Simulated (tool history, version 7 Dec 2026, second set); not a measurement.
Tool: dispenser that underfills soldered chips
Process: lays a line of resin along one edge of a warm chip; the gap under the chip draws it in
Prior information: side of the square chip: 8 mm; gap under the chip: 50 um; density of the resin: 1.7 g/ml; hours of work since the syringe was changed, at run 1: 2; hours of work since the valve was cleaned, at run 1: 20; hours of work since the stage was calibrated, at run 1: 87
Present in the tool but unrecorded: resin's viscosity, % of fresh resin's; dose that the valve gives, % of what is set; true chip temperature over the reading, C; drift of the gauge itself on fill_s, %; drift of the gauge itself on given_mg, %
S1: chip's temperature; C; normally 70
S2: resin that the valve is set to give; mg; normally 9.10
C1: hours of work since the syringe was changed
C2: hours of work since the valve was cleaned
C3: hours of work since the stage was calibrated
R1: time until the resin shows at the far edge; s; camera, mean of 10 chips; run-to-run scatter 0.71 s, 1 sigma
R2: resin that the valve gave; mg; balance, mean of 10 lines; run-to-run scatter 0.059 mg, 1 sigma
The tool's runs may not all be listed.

| run | hour | S1 | S2 | C1 | C2 | C3 | R1 | R2 |
|---|---|---|---|---|---|---|---|---|
| 1 | 0.0 | 70 | 9.10 | 2 | 20 | 87 | 69.0 | 8.85 |
|  | 7.4 | new syringe of resin |
| 2 | 10.7 | 70 | 7.78 | 2 | 27 | 94 | 72.8 | 7.60 |
|  | 16.9 | new syringe of resin |
| 3 | 17.2 | 70 | 9.10 | 0 | 32 | 99 | 67.1 | 8.89 |
| 4 | 24.2 | 70 | 9.10 | 5 | 37 | 104 | 80.1 | 8.96 |
|  | 26.4 | new syringe of resin |
| 5 | 30.6 | 70 | 8.46 | 3 | 41 | 108 | 73.3 | 8.18 |
|  | 35.7 | new syringe of resin |
| 6 | 36.4 | 70 | 8.79 | 0 | 45 | 112 | 65.7 | 8.44 |
| 7 | 41.7 | 70 | 8.79 | 4 | 48 | 115 | 77.2 | 8.51 |
|  | 45.4 | new syringe of resin |
| 8 | 49.6 | 70 | 8.79 | 3 | 54 | 120 | 73.9 | 8.27 |
|  | 55.3 | new syringe of resin |
| 9 | 60.0 | 70 | 8.79 | 3 | 61 | 127 | 75.0 | 8.37 |
|  | 65.1 | new syringe of resin |
| 10 | 69.5 | 57 | 9.10 | 3 | 67 | 134 | 130.2 | 8.53 |
|  | 74.4 | new syringe of resin |
| 11 | 79.1 | 70 | 10.69 | 3 | 73 | 140 | 74.2 | 9.87 |
|  | 83.7 | new syringe of resin |
| 12 | 84.4 | 70 | 9.10 | 1 | 77 | 144 | 68.2 | 8.38 |
| 13 | 89.4 | 70 | 9.10 | 4 | 80 | 147 | 79.2 | 8.43 |
|  | 93.1 | new syringe of resin |
|  | 96.7 | dispensing valve cleaned and set on the balance |
| 14 | 101.0 | 57 | 9.10 | 5 | 3 | 154 | 136.6 | 9.04 |
|  | 103.7 | new syringe of resin |
| 15 | 109.7 | 57 | 10.10 | 4 | 9 | 160 | 132.8 | 10.12 |
|  | 113.6 | new syringe of resin |
| 16 | 116.8 | 81 | 10.10 | 2 | 13 | 165 | 45.8 | 9.98 |
|  | 122.9 | new syringe of resin |
| 17 | 126.1 | 70 | 9.10 | 2 | 20 | 171 | 70.9 | 8.86 |
|  | 132.3 | new syringe of resin |
| 18 | 132.3 | 59 | 10.28 | 0 | 24 | 175 | 103.2 | 10.05 |
| 19 | 138.9 | 59 | 10.28 | 5 | 28 | 180 | 124.1 | 10.04 |
|  | 142.5 | new syringe of resin |
| 20 | 148.3 | 82 | 10.52 | 4 | 35 | 186 | 49.0 | 10.06 |
|  | 152.4 | new syringe of resin |
| 21 | 154.6 | 84 | 8.40 | 1 | 39 | 190 | 41.7 | 7.96 |
|  | 161.7 | new syringe of resin |
| 22 | 161.7 | 67 | 10.46 | 0 | 44 | 195 | 74.8 | 9.92 |
| 23 | 166.9 | 70 | 8.11 | 4 | 47 | 199 | 78.0 | 7.75 |
|  | 171.1 | new syringe of resin |
| 24 | 173.9 | 68 | 8.41 | 2 | 52 | 203 | 78.9 | 7.90 |
|  | 180.9 | new syringe of resin |
| 25 | 182.4 | 55 | 8.26 | 1 | 58 | 209 | 135.4 | 7.87 |
|  | 190.1 | new syringe of resin |
| 26 | 193.1 | 55 | 8.26 | 2 | 65 | 216 | 140.3 | 7.79 |
|  | 199.8 | new syringe of resin |
| 27 | 202.5 | 65 | 10.54 | 2 | 71 | 223 | 88.9 | 9.86 |
|  | 209.3 | new syringe of resin |
| 28 | 209.8 | 62 | 11.46 | 0 | 76 | 227 | 93.2 | 10.62 |
| 29 | 215.9 | 59 | 8.15 | 5 | 80 | 232 | 131.4 | 7.54 |
|  | 219.1 | new syringe of resin |
|  | 223.3 | dispensing valve cleaned and set on the balance |
| 30 | 226.7 | 70 | 11.02 | 5 | 2 | 238 | 81.9 | 11.03 |
|  | 229.7 | new syringe of resin |
| 31 | 234.2 | 69 | 8.62 | 3 | 7 | 243 | 81.2 | 8.56 |
|  | 239.4 | new syringe of resin |
| 32 | 239.8 | 81 | 8.27 | 0 | 11 | 247 | 44.9 | 8.24 |
|  | 248.8 | new syringe of resin |
| 33 | 248.8 | 60 | 9.32 | 0 | 17 | 253 | 102.6 | 9.07 |
| 34 | 253.9 | 67 | 10.55 | 4 | 21 | 256 | 87.0 | 10.34 |

Run by run, hidden condition taken away, random variation retained:
| run | R1 | R2 |
|---|---|---|
| 1 | 63.9 | 9.00 |
| 2 | 65.0 | 7.78 |
| 3 | 65.6 | 9.13 |
| 4 | 63.9 | 9.24 |
| 5 | 64.0 | 8.49 |
| 6 | 63.7 | 8.78 |
| 7 | 64.2 | 8.89 |
| 8 | 64.5 | 8.69 |
| 9 | 64.5 | 8.85 |
| 10 | 110.4 | 9.07 |
| 11 | 63.7 | 10.58 |
| 12 | 64.0 | 9.01 |
| 13 | 64.4 | 9.09 |
| 14 | 110.2 | 9.08 |
| 15 | 107.5 | 10.22 |
| 16 | 41.1 | 10.13 |
| 17 | 62.9 | 9.04 |
| 18 | 101.0 | 10.30 |
| 19 | 100.6 | 10.33 |
| 20 | 40.2 | 10.42 |
| 21 | 37.5 | 8.28 |
| 22 | 72.6 | 10.36 |
| 23 | 64.7 | 8.12 |
| 24 | 69.4 | 8.32 |
| 25 | 123.3 | 8.33 |
| 26 | 121.7 | 8.30 |
| 27 | 78.4 | 10.57 |
| 28 | 88.9 | 11.45 |
| 29 | 103.6 | 8.16 |
| 30 | 64.5 | 11.04 |
| 31 | 69.1 | 8.62 |
| 32 | 42.4 | 8.33 |
| 33 | 98.3 | 9.21 |
| 34 | 72.2 | 10.54 |

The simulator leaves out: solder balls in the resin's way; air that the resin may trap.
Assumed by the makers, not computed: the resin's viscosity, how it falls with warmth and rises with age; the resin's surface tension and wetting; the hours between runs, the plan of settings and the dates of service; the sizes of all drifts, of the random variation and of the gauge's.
